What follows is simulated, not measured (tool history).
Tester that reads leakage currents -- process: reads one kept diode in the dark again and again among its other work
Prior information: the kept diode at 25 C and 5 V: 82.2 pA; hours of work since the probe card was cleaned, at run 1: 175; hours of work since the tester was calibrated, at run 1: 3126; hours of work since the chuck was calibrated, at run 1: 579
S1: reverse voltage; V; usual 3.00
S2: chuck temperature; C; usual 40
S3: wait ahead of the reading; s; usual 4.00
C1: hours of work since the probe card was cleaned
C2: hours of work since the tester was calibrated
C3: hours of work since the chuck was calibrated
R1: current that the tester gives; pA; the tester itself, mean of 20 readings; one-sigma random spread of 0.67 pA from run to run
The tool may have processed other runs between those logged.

Run 1, hour 0.0: usual settings; C1 175; C2 3126; C3 579. Result: R1 224.09 pA.
Run 2, hour 162.8: usual settings but S2 28 C; C1 254; C2 3204; C3 658. Result: R1 82.41 pA.
Run 3, hour 406.9: usual settings; C1 372; C2 3323; C3 776. Result: R1 224.78 pA.
Run 4, hour 540.5: usual settings; C1 437; C2 3387; C3 841. Result: R1 223.09 pA.
Run 5, hour 699.5: usual settings; C1 514; C2 3464; C3 918. Result: R1 222.94 pA.
Run 6, hour 820.3: usual settings but S3 7.18 s; C1 572; C2 3523; C3 976. Result: R1 223.36 pA.
Run 7, hour 1086.3: usual settings; C1 701; C2 3652; C3 1105. Result: R1 223.11 pA.
At hour 1198.3: chuck's temperature calibrated.
At hour 1224.6: tester calibrated.
Run 8, hour 1235.1: usual settings but S1 3.03 V; C1 771; C2 5; C3 17. Result: R1 224.10 pA.
Run 9, hour 1523.5: usual settings but S1 3.03 V; C1 911; C2 145; C3 157. Result: R1 225.15 pA.
Run 10, hour 1728.0: usual settings but S1 3.03 V; C1 1010; C2 244; C3 256. Result: R1 225.66 pA.
Run 11, hour 1905.6: usual settings but S1 2.28 V, S2 44 C, S3 0.41 s; C1 1096; C2 330; C3 342. Result: R1 266.48 pA.

Run 12, settings as shown, results not yet in. Your forecast:
Run 12, hour 2031.0: usual settings but S1 12.42 V, S2 39 C, S3 0.38 s; C1 1157; C2 391; C3 402. Result: R1 ?.

For run 12 the tool returned R1 443.47 pA.
The same run, on a tool lacking any hidden state, would have yielded R1 443.51 pA.
